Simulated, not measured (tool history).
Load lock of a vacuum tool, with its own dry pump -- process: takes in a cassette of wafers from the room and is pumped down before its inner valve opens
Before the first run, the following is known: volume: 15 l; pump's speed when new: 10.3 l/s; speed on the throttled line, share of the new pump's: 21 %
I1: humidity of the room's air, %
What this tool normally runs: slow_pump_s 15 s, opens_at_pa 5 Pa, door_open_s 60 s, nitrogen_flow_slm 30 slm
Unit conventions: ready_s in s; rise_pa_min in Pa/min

{"run": 1, "hour": 0.0, "slow_pump_s": 15, "opens_at_pa": 5, "door_open_s": 60, "nitrogen_flow_slm": 30, "I1": 43.3, "ready_s": 26.4, "rise_pa_min": 0.045}
{"run": 2, "hour": 404.1, "slow_pump_s": 15, "opens_at_pa": 5, "door_open_s": 60, "nitrogen_flow_slm": 30, "I1": 44.2, "ready_s": 26.7, "rise_pa_min": 0.043}
{"run": 3, "hour": 617.4, "slow_pump_s": 15, "opens_at_pa": 5, "door_open_s": 60, "nitrogen_flow_slm": 30, "I1": 44.5, "ready_s": 26.4, "rise_pa_min": 0.05}
{"run": 4, "hour": 816.7, "slow_pump_s": 15, "opens_at_pa": 5, "door_open_s": 52, "nitrogen_flow_slm": 30, "I1": 41.2, "ready_s": 26.3, "rise_pa_min": 0.041}
{"run": 5, "hour": 1065.5, "slow_pump_s": 15, "opens_at_pa": 5, "door_open_s": 52, "nitrogen_flow_slm": 30, "I1": 46.4, "ready_s": 26.7, "rise_pa_min": 0.045}
{"run": 6, "hour": 1321.4, "slow_pump_s": 15, "opens_at_pa": 5, "door_open_s": 60, "nitrogen_flow_slm": 30, "I1": 44.8, "ready_s": 26.9, "rise_pa_min": 0.044}
{"run": 7, "hour": 1727.2, "slow_pump_s": 15, "opens_at_pa": 5, "door_open_s": 60, "nitrogen_flow_slm": 5, "I1": 45.5, "ready_s": 26.3, "rise_pa_min": 0.069}
{"run": 8, "hour": 2145.6, "slow_pump_s": 15, "opens_at_pa": 5, "door_open_s": 60, "nitrogen_flow_slm": 5, "I1": 46.9, "ready_s": 25.8, "rise_pa_min": 0.076}
{"run": 9, "hour": 2402.8, "slow_pump_s": 15, "opens_at_pa": 5, "door_open_s": 60, "nitrogen_flow_slm": 7, "I1": 42.3, "ready_s": 26.2, "rise_pa_min": 0.067}

Run 10, settings as shown, results not yet in. Your forecast:
{"run": 10, "hour": 2640.5, "slow_pump_s": 15, "opens_at_pa": 5, "door_open_s": 63, "nitrogen_flow_slm": 7, "I1": 46, "ready_s": "?", "rise_pa_min": "?"}

ready_s: 26.7 s
rise_pa_min: 0.072 Pa/min
On a tool with no hidden condition, and with the same random variation, this run would have come out at ready_s 26.6 s, rise_pa_min 0.069 Pa/min.
